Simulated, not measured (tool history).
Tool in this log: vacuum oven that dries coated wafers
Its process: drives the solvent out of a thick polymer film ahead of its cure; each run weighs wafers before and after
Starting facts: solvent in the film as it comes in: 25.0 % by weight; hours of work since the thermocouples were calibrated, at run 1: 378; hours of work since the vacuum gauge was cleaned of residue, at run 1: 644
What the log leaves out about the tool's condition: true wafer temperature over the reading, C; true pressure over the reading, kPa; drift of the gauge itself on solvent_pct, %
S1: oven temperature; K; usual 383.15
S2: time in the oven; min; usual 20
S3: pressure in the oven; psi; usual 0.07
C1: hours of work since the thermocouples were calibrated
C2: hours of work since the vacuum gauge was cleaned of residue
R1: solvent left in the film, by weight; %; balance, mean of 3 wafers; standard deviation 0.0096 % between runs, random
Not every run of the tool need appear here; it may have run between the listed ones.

run,day,S1,S2,S3,C1,C2,R1
1,0.000,383.15,20,0.07,378,644,1.288
2,1.942,383.15,20,0.07,396,663,1.297
3,4.046,383.15,20,0.07,417,683,1.299
4,5.267,383.15,20,0.07,428,695,1.292
5,7.225,383.15,20,0.07,447,714,1.290
6,9.100,391.15,20,0.07,465,732,0.675
7,10.933,391.15,20,0.07,483,749,0.648
8,12.988,391.15,20,0.07,502,769,0.654
9,15.175,391.15,20,0.07,523,790,0.652
10,16.796,383.15,20,0.07,539,805,1.298
11,18.533,383.15,20,0.07,556,822,1.323

Run 12 has not been measured yet. What should we expect?
12,19.583,383.15,20,0.07,566,832,?

{"run 12": {"R1": 1.32}}
Without the tool's hidden state the same run would have given R1 1.319 %.

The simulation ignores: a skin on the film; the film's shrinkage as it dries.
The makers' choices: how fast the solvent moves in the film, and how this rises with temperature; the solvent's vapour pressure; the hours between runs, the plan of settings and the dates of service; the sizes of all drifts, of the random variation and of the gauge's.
